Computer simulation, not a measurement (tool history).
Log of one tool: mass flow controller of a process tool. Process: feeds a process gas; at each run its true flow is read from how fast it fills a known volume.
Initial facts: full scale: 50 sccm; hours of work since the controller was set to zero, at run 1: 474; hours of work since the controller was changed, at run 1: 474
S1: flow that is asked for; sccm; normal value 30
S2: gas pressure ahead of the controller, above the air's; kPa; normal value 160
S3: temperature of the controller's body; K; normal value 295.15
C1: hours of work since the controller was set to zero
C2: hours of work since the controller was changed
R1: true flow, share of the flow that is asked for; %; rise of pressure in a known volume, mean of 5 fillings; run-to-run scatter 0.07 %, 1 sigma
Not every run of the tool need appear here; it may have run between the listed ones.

Run 1, hour 0: usual settings; C1 474; C2 474. Result: R1 99.71 %.
Run 2, hour 277.4: usual settings; C1 639; C2 639. Result: R1 99.76 %.
Run 3, hour 505.2: usual settings; C1 774; C2 774. Result: R1 99.91 %.
Run 4, hour 808.5: usual settings; C1 955; C2 955. Result: R1 99.96 %.
Run 5, hour 1207: usual settings; C1 1191; C2 1191. Result: R1 100.18 %.
Run 6, hour 1584.8: usual settings; C1 1416; C2 1416. Result: R1 100.39 %.
Run 7, hour 1862.8: usual settings but S2 239 kPa; C1 1581; C2 1581. Result: R1 100.32 %.
Run 8, hour 2117.4: usual settings but S2 239 kPa; C1 1732; C2 1732. Result: R1 100.36 %.
Run 9, hour 2414.4: usual settings but S2 239 kPa; C1 1909; C2 1909. Result: R1 100.66 %.
Run 10, hour 2773.5: usual settings but S1 9 sccm, S2 246 kPa, S3 294.15 K; C1 2122; C2 2122. Result: R1 101.41 %.
Run 11, hour 2998.1: usual settings but S2 170 kPa, S3 296.15 K; C1 2255; C2 2255. Result: R1 101.02 %.
Run 12, hour 3205.6: usual settings but S1 24 sccm, S2 173 kPa, S3 296.15 K; C1 2379; C2 2379. Result: R1 101.13 %.
Run 13, hour 3567.1: usual settings but S2 190 kPa, S3 302.15 K; C1 2594; C2 2594. Result: R1 101.63 %.
Run 14, hour 3736.5: usual settings but S1 14 sccm; C1 2694; C2 2694. Result: R1 101.76 %.
Run 15, hour 3971.7: usual settings but S1 14 sccm; C1 2834; C2 2834. Result: R1 101.73 %.
Run 16, hour 4341.5: usual settings but S1 43 sccm, S2 240 kPa; C1 3054; C2 3054. Result: R1 101.62 %.
Run 17, hour 4603.1: usual settings but S1 43 sccm, S2 240 kPa; C1 3209; C2 3209. Result: R1 101.6 %.
Run 18, hour 4901.8: usual settings but S1 13 sccm, S2 153 kPa; C1 3386; C2 3386. Result: R1 102.47 %.

The same runs without the tool's hidden state, with the same run-to-run variation:
Hidden state present: flow at rest that the sensor doesn't see, % of full scale; true flow over the shown one, %; drift of the gauge itself on true_pct, %.
run     R1
  1  99.13
  2  99.05
  3  99.11
  4  99.04
  5  99.09
  6  99.15
  7  98.97
  8  98.91
  9  99.08
 10  98.07
 11  99.21
 12  99.03
 13  99.58
 14  98.67
 15  98.49
 16  99.55
 17  99.44
 18   98.5
